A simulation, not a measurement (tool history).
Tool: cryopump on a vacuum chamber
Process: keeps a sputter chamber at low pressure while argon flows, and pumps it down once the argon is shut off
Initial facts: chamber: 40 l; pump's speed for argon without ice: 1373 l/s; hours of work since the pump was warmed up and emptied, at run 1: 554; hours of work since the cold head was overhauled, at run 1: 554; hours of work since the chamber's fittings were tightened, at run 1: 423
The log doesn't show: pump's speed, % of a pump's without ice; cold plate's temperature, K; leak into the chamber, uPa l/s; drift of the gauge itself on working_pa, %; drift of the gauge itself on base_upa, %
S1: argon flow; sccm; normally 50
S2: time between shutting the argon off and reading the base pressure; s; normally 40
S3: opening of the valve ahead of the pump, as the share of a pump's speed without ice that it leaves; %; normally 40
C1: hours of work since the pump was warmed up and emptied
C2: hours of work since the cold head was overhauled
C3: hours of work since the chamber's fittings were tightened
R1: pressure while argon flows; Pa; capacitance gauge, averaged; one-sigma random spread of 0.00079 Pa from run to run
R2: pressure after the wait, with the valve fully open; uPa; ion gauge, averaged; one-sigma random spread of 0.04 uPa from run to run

{"run": 1, "day": 0.0, "S1": 50, "S2": 40, "S3": 40, "C1": 554, "C2": 554, "C3": 423, "R1": 0.1631, "R2": 2.99}
{"run": 2, "day": 1.483, "S1": 50, "S2": 40, "S3": 52, "C1": 580, "C2": 580, "C3": 448, "R1": 0.128, "R2": 3.03}
{"run": 3, "day": 2.546, "S1": 50, "S2": 78, "S3": 52, "C1": 598, "C2": 598, "C3": 467, "R1": 0.1282, "R2": 2.03}
{"run": 4, "day": 5.029, "S1": 50, "S2": 78, "S3": 52, "C1": 641, "C2": 641, "C3": 509, "R1": 0.1287, "R2": 2.13}
{"run": 5, "day": 6.825, "S1": 50, "S2": 40, "S3": 40, "C1": 671, "C2": 671, "C3": 540, "R1": 0.1654, "R2": 3.14}
{"run": 6, "day": 8.767, "S1": 50, "S2": 40, "S3": 40, "C1": 705, "C2": 705, "C3": 573, "R1": 0.1647, "R2": 3.26}
{"run": 7, "day": 9.808, "S1": 50, "S2": 40, "S3": 58, "C1": 722, "C2": 722, "C3": 591, "R1": 0.12, "R2": 3.31}
{"run": 8, "day": 11.421, "S1": 50, "S2": 40, "S3": 58, "C1": 750, "C2": 750, "C3": 619, "R1": 0.1187, "R2": 3.43}
{"day": 12.375, "done": "pump warmed up, emptied and cooled again"}
{"run": 9, "day": 12.675, "S1": 50, "S2": 40, "S3": 58, "C1": 5, "C2": 768, "C3": 636, "R1": 0.1074, "R2": 3.23}
{"run": 10, "day": 13.683, "S1": 50, "S2": 40, "S3": 22, "C1": 22, "C2": 785, "C3": 654, "R1": 0.2823, "R2": 3.26}
{"run": 11, "day": 15.45, "S1": 50, "S2": 40, "S3": 22, "C1": 53, "C2": 815, "C3": 684, "R1": 0.2808, "R2": 3.25}
{"run": 12, "day": 17.725, "S1": 50, "S2": 40, "S3": 22, "C1": 92, "C2": 854, "C3": 723, "R1": 0.2829, "R2": 3.24}
{"run": 13, "day": 20.146, "S1": 50, "S2": 40, "S3": 22, "C1": 133, "C2": 896, "C3": 764, "R1": 0.2827, "R2": 3.35}
{"run": 14, "day": 21.912, "S1": 50, "S2": 40, "S3": 22, "C1": 163, "C2": 926, "C3": 795, "R1": 0.2813, "R2": 3.38}
{"run": 15, "day": 23.125, "S1": 50, "S2": 40, "S3": 22, "C1": 184, "C2": 947, "C3": 815, "R1": 0.2828, "R2": 3.48}
{"run": 16, "day": 25.475, "S1": 50, "S2": 60, "S3": 22, "C1": 224, "C2": 987, "C3": 856, "R1": 0.2837, "R2": 2.84}
{"run": 17, "day": 27.183, "S1": 45, "S2": 107, "S3": 18, "C1": 253, "C2": 1016, "C3": 885, "R1": 0.3133, "R2": 2.22}
{"run": 18, "day": 28.579, "S1": 28, "S2": 46, "S3": 19, "C1": 277, "C2": 1040, "C3": 909, "R1": 0.1831, "R2": 3.29}
{"run": 19, "day": 30.55, "S1": 28, "S2": 46, "S3": 19, "C1": 311, "C2": 1074, "C3": 942, "R1": 0.1849, "R2": 3.33}
{"run": 20, "day": 32.183, "S1": 50, "S2": 96, "S3": 26, "C1": 339, "C2": 1102, "C3": 970, "R1": 0.2411, "R2": 2.61}
{"run": 21, "day": 33.446, "S1": 27, "S2": 58, "S3": 16, "C1": 361, "C2": 1123, "C3": 992, "R1": 0.2102, "R2": 3.2}
{"run": 22, "day": 34.533, "S1": 87, "S2": 40, "S3": 17, "C1": 379, "C2": 1142, "C3": 1011, "R1": 0.6404, "R2": 3.72}
{"run": 23, "day": 36.683, "S1": 41, "S2": 56, "S3": 51, "C1": 416, "C2": 1179, "C3": 1047, "R1": 0.1047, "R2": 3.36}
{"run": 24, "day": 39.125, "S1": 41, "S2": 56, "S3": 51, "C1": 458, "C2": 1221, "C3": 1089, "R1": 0.1056, "R2": 3.49}
{"run": 25, "day": 40.625, "S1": 41, "S2": 56, "S3": 51, "C1": 484, "C2": 1246, "C3": 1115, "R1": 0.1071, "R2": 3.44}
{"run": 26, "day": 42.479, "S1": 41, "S2": 56, "S3": 51, "C1": 515, "C2": 1278, "C3": 1147, "R1": 0.1056, "R2": 3.55}
{"run": 27, "day": 43.7, "S1": 41, "S2": 56, "S3": 51, "C1": 536, "C2": 1299, "C3": 1168, "R1": 0.1072, "R2": 3.55}
{"run": 28, "day": 45.396, "S1": 34, "S2": 46, "S3": 46, "C1": 565, "C2": 1328, "C3": 1197, "R1": 0.0974, "R2": 3.81}
{"run": 29, "day": 47.288, "S1": 71, "S2": 70, "S3": 25, "C1": 598, "C2": 1360, "C3": 1229, "R1": 0.3656, "R2": 3.41}
{"run": 30, "day": 49.175, "S1": 71, "S2": 70, "S3": 25, "C1": 630, "C2": 1393, "C3": 1261, "R1": 0.3647, "R2": 3.43}

Here are 5 independent what-if runs from the current tool condition. What would each one return?
{"run": "A", "day": 50.483, "S1": 67, "S2": 40, "S3": 20, "C1": 652, "C2": 1415, "C3": 1284, "R1": "?", "R2": "?"}
{"run": "B", "day": 50.483, "S1": 42, "S2": 40, "S3": 48, "C1": 652, "C2": 1415, "C3": 1284, "R1": "?", "R2": "?"}
{"run": "C", "day": 50.483, "S1": 50, "S2": 45, "S3": 40, "C1": 652, "C2": 1415, "C3": 1284, "R1": "?", "R2": "?"}
{"run": "D", "day": 50.483, "S1": 92, "S2": 127, "S3": 23, "C1": 652, "C2": 1415, "C3": 1284, "R1": "?", "R2": "?"}
{"run": "E", "day": 50.483, "S1": 84, "S2": 78, "S3": 34, "C1": 652, "C2": 1415, "C3": 1284, "R1": "?", "R2": "?"}

run=A R1=0.4292 R2=4.42
run=B R1=0.1175 R2=4.42
run=C R1=0.1675 R2=4.18
run=D R1=0.5189 R2=2.99
run=E R1=0.3238 R2=3.42
Without the tool's unlogged condition, the same runs would have read:
run=A R1=0.4132 R2=2.31
run=B R1=0.1076 R2=2.29
run=C R1=0.1554 R2=2.06
run=D R1=0.4968 R2=0.87
run=E R1=0.3038 R2=1.31
